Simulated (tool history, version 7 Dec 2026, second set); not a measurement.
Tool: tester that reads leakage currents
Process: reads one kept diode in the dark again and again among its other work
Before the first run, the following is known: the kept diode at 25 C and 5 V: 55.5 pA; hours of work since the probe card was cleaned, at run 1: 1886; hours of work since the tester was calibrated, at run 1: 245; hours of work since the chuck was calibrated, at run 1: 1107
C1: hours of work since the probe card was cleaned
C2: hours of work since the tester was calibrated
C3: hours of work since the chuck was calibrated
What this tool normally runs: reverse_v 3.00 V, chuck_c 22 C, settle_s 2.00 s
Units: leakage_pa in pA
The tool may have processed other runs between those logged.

run 1 hour=0.0 | reverse_v=3.00 chuck_c=22 settle_s=2.00 | C1=1886 C2=245 C3=1107 | leakage_pa=45.14
run 2 hour=34.9 | reverse_v=3.00 chuck_c=22 settle_s=2.00 | C1=1910 C2=270 C3=1132 | leakage_pa=45.11
-- hour=49.3 chuck's temperature calibrated
run 3 hour=100.4 | reverse_v=3.00 chuck_c=22 settle_s=2.00 | C1=1956 C2=315 C3=36 | leakage_pa=37.45
run 4 hour=137.6 | reverse_v=3.00 chuck_c=22 settle_s=2.00 | C1=1982 C2=342 C3=63 | leakage_pa=37.79
run 5 hour=211.9 | reverse_v=3.00 chuck_c=22 settle_s=2.00 | C1=2035 C2=394 C3=116 | leakage_pa=38.39
run 6 hour=270.2 | reverse_v=3.00 chuck_c=37 settle_s=2.00 | C1=2076 C2=436 C3=157 | leakage_pa=128.47
run 7 hour=348.7 | reverse_v=3.00 chuck_c=23 settle_s=2.00 | C1=2132 C2=492 C3=213 | leakage_pa=42.23
run 8 hour=423.9 | reverse_v=3.00 chuck_c=23 settle_s=2.00 | C1=2186 C2=545 C3=266 | leakage_pa=43.08
run 9 hour=470.8 | reverse_v=3.00 chuck_c=23 settle_s=1.73 | C1=2219 C2=579 C3=300 | leakage_pa=43.21
run 10 hour=532.2 | reverse_v=3.00 chuck_c=23 settle_s=1.73 | C1=2263 C2=622 C3=343 | leakage_pa=43.83
run 11 hour=602.1 | reverse_v=3.00 chuck_c=23 settle_s=1.73 | C1=2312 C2=672 C3=393 | leakage_pa=44.42
run 12 hour=651.2 | reverse_v=3.00 chuck_c=23 settle_s=1.73 | C1=2347 C2=707 C3=428 | leakage_pa=44.91
run 13 hour=685.1 | reverse_v=3.00 chuck_c=23 settle_s=1.73 | C1=2371 C2=731 C3=452 | leakage_pa=45.04
run 14 hour=719.8 | reverse_v=3.00 chuck_c=23 settle_s=1.73 | C1=2396 C2=756 C3=477 | leakage_pa=45.08
run 15 hour=771.9 | reverse_v=1.11 chuck_c=22 settle_s=2.00 | C1=2433 C2=793 C3=514 | leakage_pa=22.95
run 16 hour=841.8 | reverse_v=1.11 chuck_c=22 settle_s=2.00 | C1=2483 C2=842 C3=564 | leakage_pa=23.05
run 17 hour=913.7 | reverse_v=1.11 chuck_c=22 settle_s=2.00 | C1=2534 C2=894 C3=615 | leakage_pa=23.57
run 18 hour=966.7 | reverse_v=18.95 chuck_c=52 settle_s=2.00 | C1=2572 C2=931 C3=652 | leakage_pa=1260.26
run 19 hour=1002.5 | reverse_v=9.39 chuck_c=22 settle_s=2.00 | C1=2597 C2=957 C3=678 | leakage_pa=91.60
run 20 hour=1048.6 | reverse_v=9.39 chuck_c=22 settle_s=2.00 | C1=2630 C2=990 C3=711 | leakage_pa=91.94
run 21 hour=1107.2 | reverse_v=9.39 chuck_c=22 settle_s=2.00 | C1=2672 C2=1031 C3=752 | leakage_pa=93.25
-- hour=1138.6 probe card cleaned and baked
run 22 hour=1187.1 | reverse_v=3.28 chuck_c=54 settle_s=8.78 | C1=34 C2=1086 C3=807 | leakage_pa=554.04
run 23 hour=1231.3 | reverse_v=1.73 chuck_c=54 settle_s=2.16 | C1=66 C2=1117 C3=838 | leakage_pa=392.51
run 24 hour=1270.9 | reverse_v=1.73 chuck_c=54 settle_s=2.16 | C1=94 C2=1146 C3=867 | leakage_pa=394.72
run 25 hour=1321.6 | reverse_v=9.55 chuck_c=34 settle_s=1.46 | C1=130 C2=1182 C3=903 | leakage_pa=209.72
run 26 hour=1387.4 | reverse_v=6.07 chuck_c=21 settle_s=0.98 | C1=177 C2=1228 C3=949 | leakage_pa=53.85
run 27 hour=1430.2 | reverse_v=2.66 chuck_c=46 settle_s=8.32 | C1=207 C2=1259 C3=980 | leakage_pa=275.50
run 28 hour=1512.7 | reverse_v=2.66 chuck_c=46 settle_s=8.32 | C1=266 C2=1317 C3=1039 | leakage_pa=280.09
run 29 hour=1589.1 | reverse_v=2.66 chuck_c=46 settle_s=8.32 | C1=320 C2=1372 C3=1093 | leakage_pa=283.06
run 30 hour=1629.0 | reverse_v=1.25 chuck_c=22 settle_s=2.00 | C1=349 C2=1400 C3=1121 | leakage_pa=25.28
-- hour=1656.9 chuck's temperature calibrated
run 31 hour=1673.9 | reverse_v=16.34 chuck_c=30 settle_s=5.72 | C1=379 C2=1431 C3=12 | leakage_pa=171.79

Alternative continuations, all from the tool just after run 31; predict every row:
run A hour=1708.2 | reverse_v=9.40 chuck_c=49 settle_s=6.47 | C1=404 C2=1455 C3=36 | leakage_pa=?
run B hour=1708.2 | reverse_v=2.64 chuck_c=25 settle_s=0.74 | C1=404 C2=1455 C3=36 | leakage_pa=?
run C hour=1708.2 | reverse_v=15.30 chuck_c=22 settle_s=0.45 | C1=404 C2=1455 C3=36 | leakage_pa=?
run D hour=1708.2 | reverse_v=16.34 chuck_c=37 settle_s=2.94 | C1=404 C2=1455 C3=36 | leakage_pa=?
run E hour=1708.2 | reverse_v=7.37 chuck_c=47 settle_s=1.93 | C1=404 C2=1455 C3=36 | leakage_pa=?

run=A leakage_pa=597.19
run=B leakage_pa=40.79
run=C leakage_pa=89.82
run=D leakage_pa=309.73
run=E leakage_pa=447.30
With the hidden condition removed and each run's random variation left untouched, the same runs would have given:
run=A leakage_pa=593.98
run=B leakage_pa=39.80
run=C leakage_pa=83.86
run=D leakage_pa=303.64
run=E leakage_pa=444.79
